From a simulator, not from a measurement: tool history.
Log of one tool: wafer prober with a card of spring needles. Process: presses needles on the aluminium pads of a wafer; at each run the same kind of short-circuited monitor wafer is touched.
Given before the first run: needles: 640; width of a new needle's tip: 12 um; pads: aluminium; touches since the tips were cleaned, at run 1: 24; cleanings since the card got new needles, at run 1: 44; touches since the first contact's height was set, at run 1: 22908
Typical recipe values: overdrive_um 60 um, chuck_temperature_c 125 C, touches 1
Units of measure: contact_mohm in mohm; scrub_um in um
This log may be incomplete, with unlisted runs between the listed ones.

run	day	overdrive_um	chuck_temperature_c	touches	touches since the tips were cleaned	cleanings since the card got new needles	touches since the first contact's height was set	contact_mohm	scrub_um
1	0	60	125	1	24	44	22908	190	7.97
# day 0.388: tips cleaned on abrasive film
# day 0.771: tips cleaned on abrasive film
# day 1.2: tips cleaned on abrasive film
2	1.258	60	125	1	583	47	35379	199	8
# day 1.646: tips cleaned on abrasive film
# day 2.092: tips cleaned on abrasive film
# day 2.542: tips cleaned on abrasive film
3	2.725	71	125	1	1872	50	49948	200	9.44
# day 2.954: tips cleaned on abrasive film
# day 3.371: tips cleaned on abrasive film
# day 3.829: tips cleaned on abrasive film
4	4.092	60	38	1	2634	53	63473	195	8.01
# day 4.288: tips cleaned on abrasive film
# day 4.671: tips cleaned on abrasive film
# day 5.104: tips cleaned on abrasive film
# day 5.488: tips cleaned on abrasive film
5	5.633	60	38	1	1444	57	78738	190	8.02
# day 5.883: tips cleaned on abrasive film
# day 6.312: tips cleaned on abrasive film
6	6.371	60	125	1	604	59	86042	196	7.97
# day 6.742: tips cleaned on abrasive film
# day 7.154: tips cleaned on abrasive film
7	7.321	60	125	1	1668	61	95475	204	7.92
# day 7.55: tips cleaned on abrasive film
# day 8.008: tips cleaned on abrasive film
8	8.062	56	125	1	536	63	102796	200	7.38
# day 8.421: tips cleaned on abrasive film
# day 8.862: tips cleaned on abrasive film
9	8.879	56	125	1	154	65	110892	195	7.35
# day 8.988: height of the first contact set anew
# day 9.329: tips cleaned on abrasive film
# day 9.712: tips cleaned on abrasive film
# day 10.138: tips cleaned on abrasive film
10	10.212	56	125	1	763	68	12139	202	7.34
# day 10.538: tips cleaned on abrasive film
# day 11.012: tips cleaned on abrasive film
11	11.054	60	125	1	432	70	20486	202	7.77
# day 11.412: tips cleaned on abrasive film
# day 11.862: tips cleaned on abrasive film
12	11.875	60	125	1	122	72	28627	194	7.85
# day 12.262: tips cleaned on abrasive film
# day 12.725: tips cleaned on abrasive film
13	12.738	60	125	1	104	74	37157	197	7.79
# day 13.204: tips cleaned on abrasive film
14	13.421	65	125	1	2198	75	43968	203	8.53
# day 13.617: tips cleaned on abrasive film
# day 14.062: tips cleaned on abrasive film
# day 14.467: tips cleaned on abrasive film
15	14.467	69	40	2	0	78	54291	176	8.95
# day 14.85: tips cleaned on abrasive film
# day 15.304: tips cleaned on abrasive film
# day 15.692: tips cleaned on abrasive film
16	15.867	40	27	2	1755	81	68183	191	5.09
# day 16.071: height of the first contact set anew, once more
# day 16.171: tips cleaned on abrasive film
# day 16.642: tips cleaned on abrasive film
17	16.983	45	60	1	3387	83	9049	214	6.09
# day 17.079: tips cleaned on abrasive film
# day 17.467: tips cleaned on abrasive film
# day 17.85: tips cleaned on abrasive film
# day 18.304: tips cleaned on abrasive film
18	18.417	45	60	1	1102	87	23233	201	6.04
# day 18.692: tips cleaned on abrasive film
# day 19.138: tips cleaned on abrasive film
19	19.138	79	125	1	0	89	30355	192	10.54
# day 19.579: tips cleaned on abrasive film
# day 20.008: tips cleaned on abrasive film
20	20.025	61	61	1	144	91	39148	184	8.14
# day 20.479: tips cleaned on abrasive film
# day 20.896: tips cleaned on abrasive film
21	21.062	61	59	1	1666	93	49486	190	8.11
# day 21.325: tips cleaned on abrasive film
# day 21.712: tips cleaned on abrasive film
# day 22.146: tips cleaned on abrasive film
22	22.358	61	59	1	2140	96	62319	193	8.12
# day 22.554: tips cleaned on abrasive film
# day 23.021: tips cleaned on abrasive film
# day 23.488: tips cleaned on abrasive film
# day 23.892: tips cleaned on abrasive film
23	23.892	61	59	1	0	100	77504	182	8.08
# day 24.358: tips cleaned on abrasive film
# day 24.825: tips cleaned on abrasive film
# day 25.275: tips cleaned on abrasive film
24	25.462	60	98	1	1872	103	93089	198	8
# day 25.754: tips cleaned on abrasive film
# day 26.162: tips cleaned on abrasive film
25	26.162	49	125	2	0	105	100013	196	6.42
# day 26.621: tips cleaned on abrasive film
# day 27.071: tips cleaned on abrasive film
26	27.442	80	110	1	3699	107	112708	203	10.61
# day 27.538: tips cleaned on abrasive film
# day 28: tips cleaned on abrasive film
27	28.288	80	110	1	2892	109	121109	200	10.57
# day 28.388: tips cleaned on abrasive film
# day 28.846: tips cleaned on abrasive film
# day 29.283: tips cleaned on abrasive film
# day 29.696: tips cleaned on abrasive film
28	29.888	80	45	1	1906	113	136941	187	10.54

Each row is a separate what-if for the run after 28, all from the same tool condition, not one after another. Results?
# day 30.138: tips cleaned on abrasive film
# day 30.604: tips cleaned on abrasive film
# day 31.054: tips cleaned on abrasive film
A	31.054	80	56	1	0	116	148485	?	?
# day 30.138: tips cleaned on abrasive film
# day 30.604: tips cleaned on abrasive film
# day 31.054: tips cleaned on abrasive film
B	31.054	80	41	1	0	116	148485	?	?
# day 30.138: tips cleaned on abrasive film
# day 30.604: tips cleaned on abrasive film
# day 31.054: tips cleaned on abrasive film
C	31.054	53	68	1	0	116	148485	?	?
# day 30.138: tips cleaned on abrasive film
# day 30.604: tips cleaned on abrasive film
# day 31.054: tips cleaned on abrasive film
D	31.054	60	60	1	0	116	148485	?	?

run	contact_mohm	scrub_um
A	178	10.62
B	176	10.53
C	187	6.86
D	184	7.92
Without the tool's hidden state the same runs would have given:
run	contact_mohm	scrub_um
A	176	10.84
B	175	10.75
C	184	7.08
D	181	8.14
